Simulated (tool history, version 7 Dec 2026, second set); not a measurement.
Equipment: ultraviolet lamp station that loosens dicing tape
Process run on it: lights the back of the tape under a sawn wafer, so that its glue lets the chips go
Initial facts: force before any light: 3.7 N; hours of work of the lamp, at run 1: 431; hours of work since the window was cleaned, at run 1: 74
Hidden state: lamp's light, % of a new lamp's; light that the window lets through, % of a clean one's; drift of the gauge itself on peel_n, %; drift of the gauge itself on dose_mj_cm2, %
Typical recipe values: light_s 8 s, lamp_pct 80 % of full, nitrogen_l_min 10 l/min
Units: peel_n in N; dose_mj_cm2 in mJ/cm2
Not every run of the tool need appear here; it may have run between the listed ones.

| run | hour | light_s | lamp_pct | nitrogen_l_min | hours of work of the lamp | hours of work since the window was cleaned | peel_n | dose_mj_cm2 |
|---|---|---|---|---|---|---|---|---|
| 1 | 0 | 8 | 80 | 10 | 431 | 74 | 0.338 | 228 |
| 2 | 22 | 8 | 80 | 10 | 446 | 89 | 0.366 | 232 |
| 3 | 42.3 | 8 | 80 | 10 | 460 | 103 | 0.358 | 231 |
| 4 | 55.1 | 8 | 80 | 10 | 469 | 112 | 0.352 | 228 |
| 5 | 68 | 8 | 80 | 10 | 478 | 120 | 0.353 | 225 |
| 6 | 87 | 8 | 80 | 10 | 491 | 133 | 0.362 | 228 |
| 7 | 107.9 | 7 | 80 | 10 | 505 | 148 | 0.439 | 203 |
| 8 | 130.1 | 8 | 77 | 10 | 520 | 163 | 0.385 | 220 |
| 9 | 151.2 | 8 | 80 | 10 | 535 | 177 | 0.334 | 228 |
| 10 | 161.2 | 8 | 80 | 10 | 541 | 184 | 0.35 | 226 |
| 11 | 176.7 | 8 | 80 | 10 | 552 | 195 | 0.334 | 230 |
| 12 | 190.1 | 8 | 80 | 10 | 561 | 204 | 0.352 | 227 |
| 13 | 205.4 | 8 | 80 | 10 | 572 | 214 | 0.359 | 232 |
|  | 208.2 | window cleaned of glue's vapour |
| 14 | 219.2 | 8 | 80 | 4 | 581 | 8 | 0.578 | 229 |
| 15 | 237.4 | 8 | 80 | 10 | 593 | 20 | 0.343 | 227 |
| 16 | 247 | 8 | 80 | 3 | 600 | 26 | 0.706 | 229 |
| 17 | 266.5 | 8 | 80 | 10 | 613 | 40 | 0.362 | 229 |
| 18 | 284.8 | 8 | 80 | 11 | 625 | 52 | 0.347 | 230 |
| 19 | 307.2 | 8 | 80 | 11 | 641 | 68 | 0.345 | 226 |
| 20 | 326.6 | 8 | 80 | 11 | 654 | 81 | 0.346 | 232 |
| 21 | 342.5 | 8 | 80 | 11 | 665 | 92 | 0.344 | 225 |
| 22 | 356.3 | 8 | 80 | 11 | 674 | 101 | 0.344 | 227 |
| 23 | 371.9 | 8 | 80 | 11 | 685 | 112 | 0.341 | 227 |
| 24 | 394.3 | 11 | 80 | 9 | 700 | 127 | 0.249 | 312 |
| 25 | 404.2 | 11 | 80 | 9 | 707 | 134 | 0.256 | 308 |
| 26 | 417.1 | 6 | 70 | 8 | 716 | 143 | 0.748 | 150 |
| 27 | 432.8 | 6 | 70 | 8 | 726 | 153 | 0.75 | 151 |
| 28 | 442.1 | 6 | 81 | 8 | 733 | 160 | 0.608 | 171 |
| 29 | 453.4 | 7 | 75 | 17 | 741 | 167 | 0.354 | 190 |
| 30 | 473.1 | 7 | 79 | 10 | 754 | 181 | 0.438 | 199 |
| 31 | 491.9 | 7 | 79 | 10 | 767 | 194 | 0.431 | 198 |
|  | 502.5 | lamp changed |
| 32 | 514.3 | 7 | 79 | 10 | 8 | 208 | 0.456 | 196 |
|  | 525 | window cleaned of glue's vapour |
| 33 | 529.3 | 12 | 80 | 19 | 18 | 3 | 0.187 | 349 |
| 34 | 545.7 | 13 | 75 | 17 | 29 | 14 | 0.187 | 352 |
| 35 | 561.8 | 4 | 75 | 16 | 40 | 25 | 0.886 | 106 |
| 36 | 573.5 | 8 | 75 | 5 | 48 | 33 | 0.58 | 215 |
| 37 | 585.3 | 8 | 75 | 3 | 56 | 41 | 0.773 | 214 |
| 38 | 606.4 | 15 | 80 | 10 | 71 | 56 | 0.19 | 420 |
| 39 | 617.1 | 15 | 80 | 10 | 78 | 63 | 0.194 | 427 |
| 40 | 636.3 | 15 | 80 | 3 | 91 | 76 | 0.274 | 428 |
| 41 | 656.6 | 8 | 87 | 4 | 105 | 90 | 0.542 | 246 |

Predict the results of run 42:
| 42 | 677.5 | 11 | 61 | 12 | 119 | 104 | ? | ? |

Run 42 gave peel_n 0.299 N, dose_mj_cm2 239 mJ/cm2.
Minus the tool's unlogged condition, the same run would have read peel_n 0.298 N, dose_mj_cm2 239 mJ/cm2.

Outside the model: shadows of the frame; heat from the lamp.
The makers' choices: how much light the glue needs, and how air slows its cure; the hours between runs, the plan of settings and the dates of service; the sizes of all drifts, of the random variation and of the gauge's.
